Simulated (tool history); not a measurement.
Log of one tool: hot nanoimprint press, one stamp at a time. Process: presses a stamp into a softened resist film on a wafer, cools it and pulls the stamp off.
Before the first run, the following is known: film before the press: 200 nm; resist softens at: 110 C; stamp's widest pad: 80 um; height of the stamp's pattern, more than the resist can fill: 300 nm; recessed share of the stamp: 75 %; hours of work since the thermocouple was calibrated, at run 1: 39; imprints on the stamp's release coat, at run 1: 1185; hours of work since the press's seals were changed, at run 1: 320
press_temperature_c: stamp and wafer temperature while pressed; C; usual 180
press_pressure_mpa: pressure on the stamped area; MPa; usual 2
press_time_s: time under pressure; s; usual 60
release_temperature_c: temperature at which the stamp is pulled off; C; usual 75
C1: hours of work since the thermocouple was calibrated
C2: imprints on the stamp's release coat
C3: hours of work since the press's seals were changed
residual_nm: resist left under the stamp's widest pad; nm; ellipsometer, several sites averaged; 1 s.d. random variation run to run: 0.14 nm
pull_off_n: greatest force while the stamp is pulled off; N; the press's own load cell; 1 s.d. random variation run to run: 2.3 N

Run 1, day 0: usual settings; C1 39; C2 1185; C3 320. Result: residual_nm 70.3 nm, pull_off_n 178 N.
Run 2, day 0.417: usual settings; C1 45; C2 1212; C3 326. Result: residual_nm 70.3 nm, pull_off_n 179 N.
Run 3, day 0.983: usual settings; C1 54; C2 1250; C3 335. Result: residual_nm 70.5 nm, pull_off_n 182 N.
Run 4, day 1.896: usual settings but press_pressure_mpa 2.17 MPa; C1 67; C2 1310; C3 348. Result: residual_nm 67.5 nm, pull_off_n 182 N.
Run 5, day 2.567: usual settings but press_temperature_c 173 C, press_pressure_mpa 2.17 MPa; C1 77; C2 1354; C3 359. Result: residual_nm 87.1 nm, pull_off_n 179 N.
Run 6, day 3.458: usual settings but release_temperature_c 61 C; C1 91; C2 1413; C3 372. Result: residual_nm 70.1 nm, pull_off_n 207 N.
Run 7, day 4.029: usual settings but press_pressure_mpa 1.33 MPa; C1 99; C2 1451; C3 381. Result: residual_nm 83.6 nm, pull_off_n 181 N.
Run 8, day 4.458: usual settings but press_pressure_mpa 1.32 MPa, press_time_s 39 s; C1 106; C2 1479; C3 387. Result: residual_nm 99.1 nm, pull_off_n 182 N.

Run 9, settings as shown, results not yet in. Your forecast:
At day 4.658: plate thermocouple calibrated.
Run 9, day 5.321: usual settings but press_pressure_mpa 1.32 MPa, press_time_s 39 s; C1 10; C2 1528; C3 398. Result: residual_nm ?, pull_off_n ?.

residual_nm: 98.4 nm
pull_off_n: 181 N
Take away the tool's hidden state, keep the run-to-run variation as it was, and the same run would have given residual_nm 99.2 nm, pull_off_n 162 N.
